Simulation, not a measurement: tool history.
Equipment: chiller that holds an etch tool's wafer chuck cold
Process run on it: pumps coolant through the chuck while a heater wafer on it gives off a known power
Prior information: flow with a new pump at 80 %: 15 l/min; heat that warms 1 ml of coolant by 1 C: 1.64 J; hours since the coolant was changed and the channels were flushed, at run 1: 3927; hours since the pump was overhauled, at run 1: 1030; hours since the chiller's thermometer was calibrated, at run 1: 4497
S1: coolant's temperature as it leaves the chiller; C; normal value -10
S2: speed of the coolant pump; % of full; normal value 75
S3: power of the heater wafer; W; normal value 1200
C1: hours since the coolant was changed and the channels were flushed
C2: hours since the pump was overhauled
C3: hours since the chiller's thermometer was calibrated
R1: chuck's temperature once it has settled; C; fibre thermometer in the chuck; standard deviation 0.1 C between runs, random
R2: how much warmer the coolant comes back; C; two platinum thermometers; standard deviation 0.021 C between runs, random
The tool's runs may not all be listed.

run,hour,S1,S2,S3,C1,C2,C3,R1,R2
1,0.0,-10,75,1200,3927,1030,4497,2.0,3.15
2,102.2,-10,75,1674,4030,1132,4599,6.7,4.34
3,183.2,-10,75,1674,4111,1213,4680,6.6,4.37
# hour 191.5: chiller's thermometer calibrated
4,233.5,-10,64,1200,4160,1262,42,3.4,3.68
5,326.9,-10,64,1200,4253,1356,135,3.2,3.67
6,436.5,-10,64,1200,4363,1465,245,3.3,3.65
7,541.9,-10,64,1200,4468,1571,350,3.5,3.64
8,653.5,-10,64,1200,4580,1682,462,3.4,3.65
9,713.4,-10,69,1200,4640,1742,522,2.9,3.39
10,782.2,-10,69,1200,4709,1811,591,2.7,3.39
11,881.7,-20,69,1200,4808,1911,690,-7.3,3.36
12,990.1,-20,69,1200,4917,2019,799,-7.6,3.39
13,1044.1,-20,69,1200,4971,2073,853,-7.4,3.38
14,1127.8,-20,69,1200,5054,2157,936,-7.3,3.39
15,1206.1,-20,69,1200,5133,2235,1015,-7.5,3.35
16,1266.0,-10,75,1200,5192,2295,1075,1.7,3.15
# hour 1318.2: coolant changed, channels flushed
17,1348.0,-6,74,959,30,2371,1151,3.6,2.52
18,1459.4,-3,72,1053,141,2482,1262,7.8,2.87
19,1522.3,-3,72,1053,204,2545,1325,7.7,2.86
20,1598.4,-10,69,1200,280,2621,1401,2.6,3.43
21,1670.9,-14,75,1200,353,2694,1473,-2.1,3.13

Predict the results of run 22:
22,1763.8,-18,86,1334,446,2787,1566,?,?

R1: -6.0 C
R2: 3.04 C
With the hidden condition absent and the run-to-run variation left alone, this run would have shown R1 -6.0 C, R2 3.04 C.

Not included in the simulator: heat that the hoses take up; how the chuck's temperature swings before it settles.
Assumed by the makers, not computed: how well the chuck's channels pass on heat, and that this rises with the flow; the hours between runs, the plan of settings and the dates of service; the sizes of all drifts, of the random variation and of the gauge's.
